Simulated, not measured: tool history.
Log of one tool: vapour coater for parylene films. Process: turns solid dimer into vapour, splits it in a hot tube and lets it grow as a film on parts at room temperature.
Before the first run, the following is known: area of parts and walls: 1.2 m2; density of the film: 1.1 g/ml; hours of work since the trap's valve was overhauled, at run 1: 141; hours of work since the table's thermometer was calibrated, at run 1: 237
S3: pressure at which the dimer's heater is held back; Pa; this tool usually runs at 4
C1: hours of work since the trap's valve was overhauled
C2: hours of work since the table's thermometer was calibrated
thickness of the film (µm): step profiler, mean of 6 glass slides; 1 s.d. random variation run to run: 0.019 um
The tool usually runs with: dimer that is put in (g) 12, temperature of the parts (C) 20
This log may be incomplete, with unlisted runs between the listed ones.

Run 1, hour 0: usual settings; C1 141; C2 237. Result: thickness of the film (µm) 5.81.
Run 2, hour 65.6: usual settings but S3 4.43 Pa; C1 189; C2 286. Result: thickness of the film (µm) 5.69.
Run 3, hour 112.5: usual settings but dimer that is put in (g) 15; C1 224; C2 321. Result: thickness of the film (µm) 7.21.
Run 4, hour 174.5: usual settings but temperature of the parts (C) 26; C1 270; C2 367. Result: thickness of the film (µm) 4.93.
Run 5, hour 245.5: usual settings but temperature of the parts (C) 26; C1 323; C2 419. Result: thickness of the film (µm) 4.92.
Run 6, hour 293.4: usual settings; C1 358; C2 455. Result: thickness of the film (µm) 5.67.
Run 7, hour 373.6: usual settings; C1 418; C2 514. Result: thickness of the film (µm) 5.62.
At hour 390.4: trap's valve overhauled.
Run 8, hour 460.7: usual settings but dimer that is put in (g) 5; C1 52; C2 576. Result: thickness of the film (µm) 2.42.
Run 9, hour 530.7: usual settings but temperature of the parts (C) 12; C1 104; C2 628. Result: thickness of the film (µm) 6.99.
Run 10, hour 600.7: usual settings but temperature of the parts (C) 12; C1 156; C2 680. Result: thickness of the film (µm) 6.94.
Run 11, hour 663.7: usual settings; C1 203; C2 726. Result: thickness of the film (µm) 5.76.
Run 12, hour 731: usual settings; C1 253; C2 776. Result: thickness of the film (µm) 5.73.
Run 13, hour 783.8: usual settings; C1 292; C2 815. Result: thickness of the film (µm) 5.65.
Run 14, hour 868.5: usual settings; C1 355; C2 878. Result: thickness of the film (µm) 5.64.
Run 15, hour 945.8: usual settings; C1 412; C2 935. Result: thickness of the film (µm) 5.58.
At hour 971.7: trap's valve overhauled.
Run 16, hour 988.2: usual settings; C1 12; C2 964. Result: thickness of the film (µm) 5.78.
Run 17, hour 1038.1: usual settings but S3 3.82 Pa; C1 49; C2 1001. Result: thickness of the film (µm) 5.87.
Run 18, hour 1113.3: usual settings but dimer that is put in (g) 8, temperature of the parts (C) 15, S3 5.23 Pa; C1 105; C2 1057. Result: thickness of the film (µm) 4.09.
Run 19, hour 1201.8: usual settings but dimer that is put in (g) 8, temperature of the parts (C) 15, S3 5.23 Pa; C1 171; C2 1122. Result: thickness of the film (µm) 4.06.
Run 20, hour 1280.8: usual settings but dimer that is put in (g) 8, temperature of the parts (C) 15, S3 3.02 Pa; C1 229; C2 1181. Result: thickness of the film (µm) 4.51.
Run 21, hour 1328: usual settings but dimer that is put in (g) 14, S3 3.21 Pa; C1 264; C2 1216. Result: thickness of the film (µm) 6.92.
At hour 1368.3: table's thermometer calibrated.
Run 22, hour 1406.6: usual settings but dimer that is put in (g) 14, S3 3.21 Pa; C1 322; C2 28. Result: thickness of the film (µm) 7.07.
Run 23, hour 1466.1: usual settings but dimer that is put in (g) 14, S3 3.21 Pa; C1 366; C2 72. Result: thickness of the film (µm) 7.07.
At hour 1552.9: trap's valve overhauled.
Run 24, hour 1554: usual settings but dimer that is put in (g) 13, temperature of the parts (C) 15, S3 2.69 Pa; C1 1; C2 135. Result: thickness of the film (µm) 7.86.
Run 25, hour 1595.6: usual settings but dimer that is put in (g) 10, S3 6.24 Pa; C1 32; C2 166. Result: thickness of the film (µm) 4.48.
Run 26, hour 1668.3: usual settings but dimer that is put in (g) 10, S3 8.98 Pa; C1 86; C2 219. Result: thickness of the film (µm) 4.13.
Run 27, hour 1720.5: usual settings but dimer that is put in (g) 10, temperature of the parts (C) 14, S3 7.14 Pa; C1 124; C2 258. Result: thickness of the film (µm) 4.95.
Run 28, hour 1786.9: usual settings but dimer that is put in (g) 8; C1 173; C2 307. Result: thickness of the film (µm) 3.86.
Run 29, hour 1827.2: usual settings but dimer that is put in (g) 17, S3 10.44 Pa; C1 203; C2 337. Result: thickness of the film (µm) 6.68.
Run 30, hour 1900.2: usual settings but dimer that is put in (g) 17, S3 10.44 Pa; C1 258; C2 391. Result: thickness of the film (µm) 6.65.
Run 31, hour 1958.1: usual settings but dimer that is put in (g) 5, temperature of the parts (C) 23, S3 7.63 Pa; C1 300; C2 434. Result: thickness of the film (µm) 1.91.
Run 32, hour 2018.2: usual settings but dimer that is put in (g) 9, temperature of the parts (C) 31, S3 3.52 Pa; C1 345; C2 479. Result: thickness of the film (µm) 3.39.
Run 33, hour 2055.3: usual settings but dimer that is put in (g) 17, S3 2.81 Pa; C1 373; C2 506. Result: thickness of the film (µm) 8.66.
At hour 2135.5: trap's valve overhauled.
Run 34, hour 2135.5: usual settings but dimer that is put in (g) 20, S3 4.85 Pa; C1 0; C2 563. Result: thickness of the film (µm) 9.47.

Alternative continuations, all from the tool just after run 34; predict every row:
Run A, hour 2202.6: usual settings but dimer that is put in (g) 11, temperature of the parts (C) 21; C1 50; C2 613. Result: thickness of the film (µm) ?.
Run B, hour 2202.6: usual settings but dimer that is put in (g) 11, S3 4.85 Pa; C1 50; C2 613. Result: thickness of the film (µm) ?.
Run C, hour 2202.6: usual settings but dimer that is put in (g) 21, S3 4.85 Pa; C1 50; C2 613. Result: thickness of the film (µm) ?.

run  thickness of the film (µm)
  A                        5.25
  B                        5.17
  C                        9.86
With no hidden state in the tool, these same runs would have given:
run  thickness of the film (µm)
  A                        5.32
  B                        5.23
  C                        9.99
